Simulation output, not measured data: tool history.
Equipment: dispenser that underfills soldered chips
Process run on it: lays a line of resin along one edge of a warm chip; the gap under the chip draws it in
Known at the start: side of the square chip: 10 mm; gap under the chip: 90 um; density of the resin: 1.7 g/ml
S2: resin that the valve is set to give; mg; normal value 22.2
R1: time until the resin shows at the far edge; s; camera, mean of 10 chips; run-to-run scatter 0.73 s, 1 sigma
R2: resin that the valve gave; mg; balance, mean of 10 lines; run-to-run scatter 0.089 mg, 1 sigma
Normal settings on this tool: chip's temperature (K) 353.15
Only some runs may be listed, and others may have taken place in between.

run 1 hour=0 | chip's_temperature_(K)=353.15 S2=22.2 | R1=67.6 R2=21.67
run 2 hour=3.6 | chip's_temperature_(K)=353.15 S2=28.7 | R1=80.5 R2=28.07
-- hour=9.1 new syringe of resin
run 3 hour=9.3 | chip's_temperature_(K)=347.15 S2=22.2 | R1=81.1 R2=21.49
-- hour=12.6 dispensing valve cleaned and set on the balance
run 4 hour=13.2 | chip's_temperature_(K)=353.15 S2=22.2 | R1=75.5 R2=22.26
-- hour=19.4 new syringe of resin
run 5 hour=20.1 | chip's_temperature_(K)=353.15 S2=22.2 | R1=66.8 R2=22.04
run 6 hour=26.7 | chip's_temperature_(K)=367.15 S2=22.2 | R1=60.6 R2=22.06
-- hour=28.9 new syringe of resin
run 7 hour=31.1 | chip's_temperature_(K)=367.15 S2=22.2 | R1=47 R2=22.09
run 8 hour=36.5 | chip's_temperature_(K)=367.15 S2=22.2 | R1=61.8 R2=22.01
-- hour=38.1 new syringe of resin
run 9 hour=41.5 | chip's_temperature_(K)=353.15 S2=22.2 | R1=77.2 R2=21.98
run 10 hour=45.8 | chip's_temperature_(K)=353.15 S2=22.2 | R1=94.9 R2=21.9
-- hour=47.6 new syringe of resin
run 11 hour=50.7 | chip's_temperature_(K)=353.15 S2=22.2 | R1=74.4 R2=21.99
run 12 hour=54.7 | chip's_temperature_(K)=353.15 S2=22.2 | R1=93.8 R2=21.8
-- hour=56.8 new syringe of resin
run 13 hour=60.2 | chip's_temperature_(K)=350.15 S2=28.8 | R1=81.7 R2=28.27
run 14 hour=63.2 | chip's_temperature_(K)=364.15 S2=25.7 | R1=62.9 R2=25.27
-- hour=66 new syringe of resin
run 15 hour=69.8 | chip's_temperature_(K)=349.15 S2=22.2 | R1=90.4 R2=21.87
run 16 hour=73.9 | chip's_temperature_(K)=349.15 S2=22.2 | R1=111.5 R2=21.8
-- hour=75.3 new syringe of resin
run 17 hour=77.3 | chip's_temperature_(K)=363.15 S2=22.8 | R1=51.3 R2=22.39
run 18 hour=84 | chip's_temperature_(K)=341.15 S2=22.8 | R1=156.1 R2=22.22
-- hour=84.7 new syringe of resin
run 19 hour=87 | chip's_temperature_(K)=341.15 S2=22.8 | R1=105.4 R2=22.2
run 20 hour=91 | chip's_temperature_(K)=361.15 S2=21.6 | R1=67.6 R2=20.97
-- hour=94.4 new syringe of resin
run 21 hour=94.5 | chip's_temperature_(K)=361.15 S2=22.3 | R1=49.2 R2=21.55
run 22 hour=98.6 | chip's_temperature_(K)=349.15 S2=26.6 | R1=90.5 R2=25.84
-- hour=101 dispensing valve cleaned and set on the balance
run 23 hour=102.5 | chip's_temperature_(K)=353.15 S2=27.6 | R1=89.7 R2=27.68

What if the next run were any one of these 3? Each begins from the tool's condition after run 23:
-- hour=104.8 new syringe of resin
run A hour=109.4 | chip's_temperature_(K)=352.15 S2=20.9 | R1=? R2=?
-- hour=104.8 new syringe of resin
run B hour=109.4 | chip's_temperature_(K)=358.15 S2=27.6 | R1=? R2=?
-- hour=104.8 new syringe of resin
run C hour=109.4 | chip's_temperature_(K)=353.15 S2=20.3 | R1=? R2=?

run=A R1=85.1 R2=20.99
run=B R1=66.5 R2=27.43
run=C R1=82.9 R2=20.39
Without the tool's hidden state the same runs would have given:
run=A R1=70.2 R2=21
run=B R1=54.8 R2=27.44
run=C R1=68.5 R2=20.4
